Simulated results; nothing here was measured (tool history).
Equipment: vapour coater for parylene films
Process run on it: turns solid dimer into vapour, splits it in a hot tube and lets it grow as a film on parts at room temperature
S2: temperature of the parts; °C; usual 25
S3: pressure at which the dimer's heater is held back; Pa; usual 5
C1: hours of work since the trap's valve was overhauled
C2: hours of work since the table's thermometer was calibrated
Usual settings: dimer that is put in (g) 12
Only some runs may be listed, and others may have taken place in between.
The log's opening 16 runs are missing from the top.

run 17 hour=722.2 | dimer_that_is_put_in_(g)=8 S2=25 S3=5 | C1=198 C2=790 | thickness_of_the_film_(um)=5.73
run 18 hour=771.3 | dimer_that_is_put_in_(g)=12 S2=26 S3=5.85 | C1=219 C2=811 | thickness_of_the_film_(um)=8.28
run 19 hour=829 | dimer_that_is_put_in_(g)=12 S2=26 S3=5.85 | C1=243 C2=836 | thickness_of_the_film_(um)=8.29
run 20 hour=856 | dimer_that_is_put_in_(g)=12 S2=26 S3=5.85 | C1=255 C2=847 | thickness_of_the_film_(um)=8.23
run 21 hour=911 | dimer_that_is_put_in_(g)=12 S2=26 S3=5.85 | C1=278 C2=871 | thickness_of_the_film_(um)=8.24
run 22 hour=949 | dimer_that_is_put_in_(g)=12 S2=26 S3=3.29 | C1=294 C2=887 | thickness_of_the_film_(um)=9.12
run 23 hour=1008.4 | dimer_that_is_put_in_(g)=12 S2=26 S3=3.29 | C1=320 C2=912 | thickness_of_the_film_(um)=9.31
run 24 hour=1066.3 | dimer_that_is_put_in_(g)=7 S2=19 S3=7.61 | C1=345 C2=937 | thickness_of_the_film_(um)=5.6
run 25 hour=1107 | dimer_that_is_put_in_(g)=11 S2=25 S3=3.23 | C1=362 C2=954 | thickness_of_the_film_(um)=8.57
run 26 hour=1170.8 | dimer_that_is_put_in_(g)=15 S2=30 S3=5 | C1=389 C2=982 | thickness_of_the_film_(um)=9.49
run 27 hour=1198.3 | dimer_that_is_put_in_(g)=15 S2=30 S3=5 | C1=401 C2=993 | thickness_of_the_film_(um)=9.39
run 28 hour=1239.5 | dimer_that_is_put_in_(g)=15 S2=30 S3=5 | C1=419 C2=1011 | thickness_of_the_film_(um)=9.47
run 29 hour=1296.1 | dimer_that_is_put_in_(g)=7 S2=34 S3=4.64 | C1=443 C2=1035 | thickness_of_the_film_(um)=3.98
run 30 hour=1358.6 | dimer_that_is_put_in_(g)=7 S2=34 S3=4.64 | C1=469 C2=1062 | thickness_of_the_film_(um)=3.96
run 31 hour=1417.9 | dimer_that_is_put_in_(g)=17 S2=19 S3=4.47 | C1=495 C2=1087 | thickness_of_the_film_(um)=14.87
run 32 hour=1450.8 | dimer_that_is_put_in_(g)=21 S2=21 S3=3.31 | C1=509 C2=1101 | thickness_of_the_film_(um)=18.3
run 33 hour=1479.4 | dimer_that_is_put_in_(g)=13 S2=29 S3=3.58 | C1=521 C2=1114 | thickness_of_the_film_(um)=8.94
run 34 hour=1524.9 | dimer_that_is_put_in_(g)=13 S2=29 S3=3.58 | C1=540 C2=1133 | thickness_of_the_film_(um)=8.86

What if the next run were any one of these 3? Each begins from the tool's condition after run 34:
-- hour=1574.6 trap's valve overhauled
run A hour=1576.4 | dimer_that_is_put_in_(g)=6 S2=29 S3=4.95 | C1=1 C2=1153 | thickness_of_the_film_(um)=?
-- hour=1574.6 trap's valve overhauled
run B hour=1576.4 | dimer_that_is_put_in_(g)=12 S2=22 S3=4.05 | C1=1 C2=1153 | thickness_of_the_film_(um)=?
-- hour=1574.6 trap's valve overhauled
run C hour=1576.4 | dimer_that_is_put_in_(g)=6 S2=28 S3=2.28 | C1=1 C2=1153 | thickness_of_the_film_(um)=?

run=A thickness_of_the_film_(um)=3.94
run=B thickness_of_the_film_(um)=9.84
run=C thickness_of_the_film_(um)=4.66
Without the tool's hidden state the same runs would have given:
run=A thickness_of_the_film_(um)=3.94
run=B thickness_of_the_film_(um)=9.84
run=C thickness_of_the_film_(um)=4.67
